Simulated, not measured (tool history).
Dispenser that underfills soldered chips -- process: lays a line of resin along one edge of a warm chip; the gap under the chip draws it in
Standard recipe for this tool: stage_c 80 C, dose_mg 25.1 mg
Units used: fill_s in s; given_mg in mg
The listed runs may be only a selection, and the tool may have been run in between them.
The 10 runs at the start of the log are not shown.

At hour 57.3: new syringe of resin.
Run 11, hour 57.3: usual settings but dose_mg 23.3 mg. Result: fill_s 99.5 s, given_mg 21.74 mg.
Run 12, hour 60.4: usual settings but dose_mg 23.3 mg. Result: fill_s 115.1 s, given_mg 21.94 mg.
Run 13, hour 63.6: usual settings but stage_c 87 C. Result: fill_s 106.8 s, given_mg 23.64 mg.
Run 14, hour 69.2: usual settings but stage_c 87 C. Result: fill_s 143.7 s, given_mg 23.56 mg.
At hour 72.3: new syringe of resin.
Run 15, hour 73.1: usual settings but stage_c 78 C. Result: fill_s 110.0 s, given_mg 23.42 mg.
At hour 75.7: dispensing valve cleaned and set on the balance.
Run 16, hour 80.0: usual settings but stage_c 72 C. Result: fill_s 180.2 s, given_mg 24.95 mg.
Run 17, hour 83.2: usual settings but stage_c 72 C. Result: fill_s 204.2 s, given_mg 25.01 mg.
At hour 88.0: new syringe of resin.
Run 18, hour 90.1: usual settings but stage_c 72 C. Result: fill_s 142.4 s, given_mg 25.04 mg.
Run 19, hour 93.8: usual settings but dose_mg 30.2 mg. Result: fill_s 131.1 s, given_mg 29.99 mg.
Run 20, hour 98.4: usual settings but dose_mg 30.2 mg. Result: fill_s 161.5 s, given_mg 29.81 mg.
At hour 102.8: new syringe of resin.
Run 21, hour 103.4: usual settings but stage_c 90 C, dose_mg 28.4 mg. Result: fill_s 73.5 s, given_mg 28.13 mg.
Run 22, hour 108.9: usual settings but stage_c 74 C, dose_mg 28.1 mg. Result: fill_s 164.1 s, given_mg 27.56 mg.
Run 23, hour 112.5: usual settings but stage_c 86 C, dose_mg 24.4 mg. Result: fill_s 131.4 s, given_mg 24.06 mg.
At hour 117.6: new syringe of resin.
Run 24, hour 118.5: usual settings but stage_c 85 C, dose_mg 29.6 mg. Result: fill_s 86.8 s, given_mg 29.00 mg.
Run 25, hour 124.8: usual settings but stage_c 85 C, dose_mg 29.6 mg. Result: fill_s 117.9 s, given_mg 29.02 mg.
Run 26, hour 128.1: usual settings but stage_c 73 C, dose_mg 21.8 mg. Result: fill_s 213.3 s, given_mg 21.39 mg.
At hour 132.5: new syringe of resin.
Run 27, hour 133.3: usual settings but stage_c 94 C, dose_mg 27.9 mg. Result: fill_s 63.5 s, given_mg 27.26 mg.
Run 28, hour 139.0: usual settings but stage_c 79 C, dose_mg 31.5 mg. Result: fill_s 135.0 s, given_mg 30.57 mg.
Run 29, hour 141.9: usual settings but stage_c 79 C, dose_mg 31.5 mg. Result: fill_s 156.6 s, given_mg 30.47 mg.
At hour 147.3: new syringe of resin.
Run 30, hour 148.5: usual settings but stage_c 85 C, dose_mg 25.7 mg. Result: fill_s 89.3 s, given_mg 24.76 mg.
Run 31, hour 154.6: usual settings but stage_c 91 C, dose_mg 29.7 mg. Result: fill_s 98.5 s, given_mg 28.90 mg.
Run 32, hour 160.2: usual settings but stage_c 81 C, dose_mg 30.4 mg. Result: fill_s 175.6 s, given_mg 29.03 mg.
At hour 162.4: new syringe of resin.
Run 33, hour 165.9: usual settings but stage_c 81 C, dose_mg 30.4 mg. Result: fill_s 108.1 s, given_mg 29.01 mg.
Run 34, hour 170.5: usual settings but stage_c 69 C, dose_mg 25.8 mg. Result: fill_s 210.2 s, given_mg 24.72 mg.
Run 35, hour 174.3: usual settings but stage_c 69 C, dose_mg 25.8 mg. Result: fill_s 248.5 s, given_mg 24.65 mg.

4 options for the next run, each taken on its own from the tool as it stands now. Forecast them:
At hour 177.4: new syringe of resin.
Run A, hour 177.6: usual settings but stage_c 85 C, dose_mg 23.1 mg. Result: fill_s ?, given_mg ?.
At hour 177.4: new syringe of resin.
Run B, hour 177.6: usual settings but stage_c 72 C, dose_mg 31.7 mg. Result: fill_s ?, given_mg ?.
At hour 177.4: new syringe of resin.
Run C, hour 177.6: usual settings but dose_mg 24.3 mg. Result: fill_s ?, given_mg ?.
At hour 177.4: new syringe of resin.
Run D, hour 177.6: usual settings but stage_c 69 C, dose_mg 21.9 mg. Result: fill_s ?, given_mg ?.

run  fill_s  given_mg
  A    84.5     22.00
  B   123.9     30.08
  C    98.2     23.20
  D   150.0     20.88
What these runs would have given with no unlogged condition in the tool:
run  fill_s  given_mg
  A    88.1     23.07
  B   131.1     31.54
  C   102.8     24.33
  D   156.7     21.90
